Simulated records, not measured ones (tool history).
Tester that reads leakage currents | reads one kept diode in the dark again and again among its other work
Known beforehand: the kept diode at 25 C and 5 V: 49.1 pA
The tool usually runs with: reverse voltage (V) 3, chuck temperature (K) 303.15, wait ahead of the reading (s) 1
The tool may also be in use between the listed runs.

run,hour,reverse voltage (V),chuck temperature (K),wait ahead of the reading (s),current that the tester gives (pA)
1,0,3,303.15,1,60.81
2,37.1,3,303.15,1,60.88
3,87.8,3,303.15,1,60.64
4,143.5,3,303.15,1,60.76
5,168.9,14.13,303.15,1,129.78
6,225.5,14.13,303.15,1,130.92
7,279.3,14.13,315.15,1,298.25
8,327.9,3,303.15,1,61.29
9,368.9,3,303.15,1,61.24
10,417.7,3,303.15,1.79,61.53
11,451.7,3,303.15,1.79,61.27
12,496,3,303.15,1,61.61
13,548.7,11.75,303.15,1,121.25
14,572,11.75,303.15,1,121.36
15,604.9,11.75,303.15,1,121.08
16,661.2,11.75,324.15,1,498.93
17,700.1,11.75,324.15,1,484.35
18,726.5,11.75,324.15,1,486.56
19,749.5,1.02,295.15,1.99,19.55
20,802.7,1.02,295.15,1.99,19.56
21,831.7,7.29,299.15,0.9,70.78
22,863,3,313.15,1.64,122.37
23,886.5,9.06,308.15,7.73,147.07
24,915.3,1.01,303.15,1,35.82
25,953.4,14.98,320.15,0.7,424.47
26,1000.8,3,301.15,3.95,52.45
27,1031,3.96,300.15,1.63,55.86
28,1061.3,3.96,300.15,1.63,55.57
29,1085.7,6.42,332.15,1.7,611.43
30,1123.7,6.42,332.15,1.7,610.93
31,1179.7,6.42,332.15,1.7,612.08
32,1225.1,4.43,303.15,1.13,74.18
33,1258.6,4.43,299.15,1.13,55.67
34,1296.9,4.43,299.15,1.13,56.04
35,1348.1,4.43,299.15,1.13,55.8
36,1374.6,1.8,319.15,0.63,145.9

Between the runs listed above, the log contained 1 entry, not reproduced here. Where in the sequence does each belong, and how does what the log doesn't record of the tool's condition differ from the listed run before to the listed run after?
After run 16, before run 17: chuck's temperature calibrated (hour 675.5)
  stray current of the dirty probe card, pA a volt: 0.472 -> 0.484; current scale over the true one, %: 1.74 -> 1.76; true chuck temperature over the reading, C: 0.56 -> 0.13
  measured minus no-state result, current that the tester gives (pA): +31.13 -> +17.73

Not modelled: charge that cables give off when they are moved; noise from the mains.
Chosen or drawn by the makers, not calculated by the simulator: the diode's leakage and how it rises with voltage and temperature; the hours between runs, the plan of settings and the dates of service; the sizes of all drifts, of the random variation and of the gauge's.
